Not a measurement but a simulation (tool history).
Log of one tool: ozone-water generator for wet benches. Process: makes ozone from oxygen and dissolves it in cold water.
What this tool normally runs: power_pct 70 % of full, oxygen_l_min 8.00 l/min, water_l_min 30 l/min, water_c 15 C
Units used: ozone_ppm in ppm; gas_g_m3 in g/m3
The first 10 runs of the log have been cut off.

run    hour  power_pct  oxygen_l_min  water_l_min  water_c  ozone_ppm  gas_g_m3
 11  1156.4         70          8.00           30       11       27.9     206.9
 12  1231.4         70          8.00           30       11       27.7     209.3
 13  1361.8         70          8.00           30       11       27.6     205.1
 14  1495.4         70          8.00           30       11       27.5     205.3
 15  1631.5         70          6.95           30       15       25.3     218.2
 16  1772.7         40          6.95           30       15       17.6     152.0
 17  1863.1         40          6.95           30       15       17.7     152.4
 18  1939.5         40          6.95           30       15       17.6     153.6
 19  2007.4         40          6.95           30       15       17.7     152.6
 20  2153.2         71          9.11           27        9       31.6     197.7
 21  2273.1         52         12.68           27        9       27.0     141.0
 22  2411.8         70          7.63           30        9       27.5     208.0
 23  2505.9         42         10.49           30       20       17.7     132.3
 24  2645.6         42         10.49           30       20       17.4     132.9
 25  2773.9         95          4.43           45       20       16.4     313.6
 26  2866.9         95          4.43           45       20       16.7     311.7
 27  2940.3         95          4.43           45       20       16.6     308.4
 28  3056.0         70          8.00           20       11       37.0     202.5
 29  3180.1         43          8.00           20       11       27.1     149.0
 30  3255.2         70          5.26           19       15       34.3     239.0
 31  3329.3         70         13.93           26       10       32.8     162.4
 32  3473.9         70         13.93           26       10       32.4     161.0
 33  3577.4         97          8.00           30       15       30.8     248.7
 34  3657.3         97          8.00           30       15       30.7     246.0

Consider 3 possible next runs. They are alternatives, not a sequence: every one starts from the tool as it was left by run 34. What does each give?
  A  3762.5         58          8.00           30       15          ?         ?
  B  3762.5         96          4.24           30       14          ?         ?
  C  3762.5         54          4.58           48       15          ?         ?

run  ozone_ppm  gas_g_m3
  A       22.5     180.4
  B       26.2     317.1
  C       10.9     211.1
The same runs, with their run-to-run variation unchanged, on a tool lacking any hidden condition would have given:
run  ozone_ppm  gas_g_m3
  A       24.6     188.5
  B       29.1     336.6
  C       12.2     220.0
